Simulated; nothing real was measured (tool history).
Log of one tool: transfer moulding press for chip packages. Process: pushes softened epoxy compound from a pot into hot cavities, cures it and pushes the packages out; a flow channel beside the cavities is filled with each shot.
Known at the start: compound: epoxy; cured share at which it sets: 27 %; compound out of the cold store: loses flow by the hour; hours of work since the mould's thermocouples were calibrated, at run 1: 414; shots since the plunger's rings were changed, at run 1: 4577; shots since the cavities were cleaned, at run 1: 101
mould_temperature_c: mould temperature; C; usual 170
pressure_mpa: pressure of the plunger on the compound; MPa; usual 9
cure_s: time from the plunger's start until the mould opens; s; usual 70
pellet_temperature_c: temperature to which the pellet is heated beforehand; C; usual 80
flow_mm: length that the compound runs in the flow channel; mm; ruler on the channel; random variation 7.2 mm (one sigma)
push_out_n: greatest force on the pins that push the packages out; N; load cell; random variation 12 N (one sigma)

run	day	mould_temperature_c	pressure_mpa	cure_s	pellet_temperature_c	hours of work since the mould's thermocouples were calibrated	shots since the plunger's rings were changed	shots since the cavities were cleaned	incoming compound's hours out of the cold store	flow_mm	push_out_n
1	0	170	9	70	80	414	4577	101	40.8	761	618
# day 1.167: cavities cleaned with cleaning compound and waxed
2	1.733	170	9	70	80	434	5118	183	40.1	755	939
# day 2.8: cavities cleaned with cleaning compound and waxed
# day 4.271: cavities cleaned with cleaning compound and waxed
3	4.296	170	9	70	80	464	5910	8	38.7	762	577
# day 5.75: cavities cleaned with cleaning compound and waxed
4	5.929	170	9	70	80	483	6419	58	43.9	736	579
# day 6.412: cavities cleaned with cleaning compound and waxed, once more
5	7.15	170	9.46	70	80	497	6796	239	43.3	764	680
# day 7.583: plunger's sealing rings changed
# day 8.017: cavities cleaned with cleaning compound and waxed
# day 9.433: cavities cleaned with cleaning compound and waxed
6	9.433	170	9.46	70	80	521	560	0	13.4	955	601
7	10.708	170	9.46	70	80	537	974	414	40.7	824	746
# day 10.962: cavities cleaned with cleaning compound and waxed
# day 12.5: cavities cleaned with cleaning compound and waxed
8	12.833	170	9.46	70	80	561	1622	107	11.5	952	665
# day 13.912: cavities cleaned with cleaning compound and waxed
9	14.021	170	9.46	70	80	575	1988	35	32.4	838	580
# day 15.496: cavities cleaned with cleaning compound and waxed
10	15.758	175	9	70	80	595	2532	86	44.5	760	522
# day 17: cavities cleaned with cleaning compound and waxed
11	17.592	175	9	70	80	616	3106	191	20.8	858	581
# day 18.6: cavities cleaned with cleaning compound and waxed
12	19.775	170	9	70	80	642	3795	382	9.6	920	798
# day 20.154: cavities cleaned with cleaning compound and waxed
13	21.1	170	9	70	80	657	4204	307	37.8	784	689
# day 21.754: cavities cleaned with cleaning compound and waxed
14	22.358	170	9.71	70	80	671	4592	196	25.4	859	686
# day 23.2: cavities cleaned with cleaning compound and waxed
15	24.454	170	9.71	70	80	696	5252	407	12.7	908	825
# day 24.696: cavities cleaned with cleaning compound and waxed
# day 26.179: cavities cleaned with cleaning compound and waxed
16	26.612	170	9.71	70	80	721	5912	141	10.7	926	691
# day 27.733: cavities cleaned with cleaning compound and waxed
# day 29.329: cavities cleaned with cleaning compound and waxed
17	29.338	170	9	92	79	752	6755	2	13.1	866	437
# day 29.896: plunger's sealing rings changed
# day 30.946: cavities cleaned with cleaning compound and waxed
18	30.983	172	9	92	84	770	333	12	25.4	879	438
# day 32.246: mould's thermocouples calibrated
# day 32.483: cavities cleaned with cleaning compound and waxed
19	32.604	165	9	92	84	4	812	39	18.6	904	502
# day 33.971: cavities cleaned with cleaning compound and waxed
20	34.354	165	10.73	92	74	24	1360	125	41.7	874	553
# day 35.404: cavities cleaned with cleaning compound and waxed
# day 36.9: cavities cleaned with cleaning compound and waxed
21	36.9	170	9	77	80	53	2145	0	8.6	932	512
22	38.075	170	9	77	80	67	2527	382	14.1	914	700
# day 38.338: cavities cleaned with cleaning compound and waxed
23	39.658	170	9	77	80	86	3021	429	44.2	773	685
# day 39.883: cavities cleaned with cleaning compound and waxed
24	40.9	170	9	77	80	100	3402	330	17.9	870	679
# day 41.338: cavities cleaned with cleaning compound and waxed
25	42.188	174	9	70	73	115	3800	275	37.4	797	619

Forecast each of these 3 alternatives for the next run:
# day 42.775: cavities cleaned with cleaning compound and waxed
A	44.004	174	9	86	82	136	4369	398	41.1	?	?
# day 42.775: cavities cleaned with cleaning compound and waxed
B	44.004	174	9	70	75	136	4369	398	22.9	?	?
# day 42.775: cavities cleaned with cleaning compound and waxed
C	44.004	171	9	70	88	136	4369	398	46.2	?	?

run	flow_mm	push_out_n
A	769	568
B	828	670
C	755	716
Without the tool's hidden state the same runs would have given:
run	flow_mm	push_out_n
A	806	411
B	867	487
C	790	522

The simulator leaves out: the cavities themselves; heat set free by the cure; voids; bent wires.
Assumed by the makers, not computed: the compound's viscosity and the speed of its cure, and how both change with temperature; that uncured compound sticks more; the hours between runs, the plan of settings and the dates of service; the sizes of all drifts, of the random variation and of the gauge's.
